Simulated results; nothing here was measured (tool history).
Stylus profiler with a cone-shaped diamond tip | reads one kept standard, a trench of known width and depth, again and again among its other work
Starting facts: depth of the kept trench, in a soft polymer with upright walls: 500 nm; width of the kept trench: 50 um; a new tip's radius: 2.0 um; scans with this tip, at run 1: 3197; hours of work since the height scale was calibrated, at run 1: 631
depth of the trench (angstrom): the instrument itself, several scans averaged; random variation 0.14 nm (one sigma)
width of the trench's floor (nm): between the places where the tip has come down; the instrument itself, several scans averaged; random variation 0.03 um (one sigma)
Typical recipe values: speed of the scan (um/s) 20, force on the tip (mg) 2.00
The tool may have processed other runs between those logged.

run,hour,speed of the scan (um/s),force on the tip (mg),scans with this tip,hours of work since the height scale was calibrated,depth of the trench (angstrom),width of the trench's floor (nm)
1,0.0,20,2.00,3197,631,5040.9,46720
2,59.5,20,2.00,3379,667,5039.6,46610
3,100.7,20,0.84,3506,692,5017.3,46590
4,160.4,20,0.84,3689,728,5014.2,46570
5,241.5,20,2.00,3938,778,5037.8,46570
# hour 248.3: height scale calibrated on a step standard
6,307.3,20,2.00,4139,36,5028.0,46590
7,387.3,20,2.00,4384,84,5026.3,46500
8,458.6,43,1.34,4603,127,5013.9,46250
9,538.7,43,1.34,4849,176,5010.9,46250
10,604.2,18,1.05,5050,216,5004.5,46380

Each row is a separate what-if for the run after 10, all from the same tool condition, not one after another. Results?
A,638.0,27,2.00,5154,236,?,?
B,638.0,13,1.32,5154,236,?,?
C,638.0,38,1.05,5154,236,?,?
D,638.0,11,2.42,5154,236,?,?

run,depth of the trench (angstrom),width of the trench's floor (nm)
A,5022.2,46380
B,5013.0,46480
C,5002.6,46220
D,5027.8,46520
The same runs, with their run-to-run variation unchanged, on a tool lacking any hidden condition would have given:
run,depth of the trench (angstrom),width of the trench's floor (nm)
A,5050.8,47170
B,5041.5,47270
C,5031.1,47010
D,5056.4,47310

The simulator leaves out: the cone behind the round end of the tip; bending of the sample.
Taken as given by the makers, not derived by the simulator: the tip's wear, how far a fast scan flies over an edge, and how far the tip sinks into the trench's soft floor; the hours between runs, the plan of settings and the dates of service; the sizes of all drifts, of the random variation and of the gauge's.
